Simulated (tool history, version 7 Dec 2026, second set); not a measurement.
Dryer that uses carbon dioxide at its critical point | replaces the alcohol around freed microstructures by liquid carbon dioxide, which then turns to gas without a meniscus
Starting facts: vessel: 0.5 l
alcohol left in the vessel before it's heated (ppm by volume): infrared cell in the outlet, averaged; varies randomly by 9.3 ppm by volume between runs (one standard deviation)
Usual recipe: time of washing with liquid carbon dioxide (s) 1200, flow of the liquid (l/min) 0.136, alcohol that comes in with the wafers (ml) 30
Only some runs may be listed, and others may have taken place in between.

| run | hour | time of washing with liquid carbon dioxide (s) | flow of the liquid (l/min) | alcohol that comes in with the wafers (ml) | alcohol left in the vessel before it's heated (ppm by volume) |
|---|---|---|---|---|---|
| 1 | 0 | 1200 | 0.136 | 30 | 976 |
| 2 | 9.9 | 1200 | 0.136 | 30 | 967 |
| 3 | 22.1 | 840 | 0.136 | 30 | 3252 |
| 4 | 32.4 | 840 | 0.136 | 30 | 3365 |
| 5 | 43.2 | 1200 | 0.136 | 59 | 1985 |
| 6 | 52.3 | 1200 | 0.136 | 59 | 1950 |
| 7 | 58.3 | 960 | 0.136 | 30 | 2252 |
| 8 | 65 | 1200 | 0.136 | 57 | 1919 |
| 9 | 74.5 | 1200 | 0.136 | 57 | 1963 |
| 10 | 87.3 | 1200 | 0.136 | 57 | 1992 |
| 11 | 97.7 | 1200 | 0.141 | 30 | 928 |
| 12 | 103.4 | 1200 | 0.141 | 30 | 931 |
| 13 | 113.4 | 1200 | 0.141 | 30 | 970 |
| 14 | 119.6 | 720 | 0.136 | 30 | 5247 |
| 15 | 126.5 | 720 | 0.136 | 30 | 5353 |
| 16 | 134.1 | 720 | 0.136 | 30 | 5330 |
| 17 | 141.4 | 720 | 0.136 | 30 | 5454 |
| 18 | 151 | 720 | 0.136 | 30 | 5443 |
| 19 | 163 | 1200 | 0.134 | 30 | 1257 |
| 20 | 171.8 | 1320 | 0.102 | 83 | 6032 |
| 21 | 182 | 1320 | 0.102 | 83 | 5992 |
| 22 | 190.8 | 1200 | 0.192 | 45 | 413 |
| 23 | 197.9 | 960 | 0.184 | 38 | 1192 |
| 24 | 207.5 | 1080 | 0.136 | 22 | 1295 |
|  | 216.6 | inlet filter changed |
| 25 | 218.3 | 1080 | 0.136 | 22 | 679 |

What will run 26 give?
| 26 | 229 | 1080 | 0.122 | 42 | ? |

Logged for run 26: alcohol left in the vessel before it's heated (ppm by volume) 1973.
Were there no unlogged condition in the tool, this run, its random variation unchanged, would have produced alcohol left in the vessel before it's heated (ppm by volume) 1864.
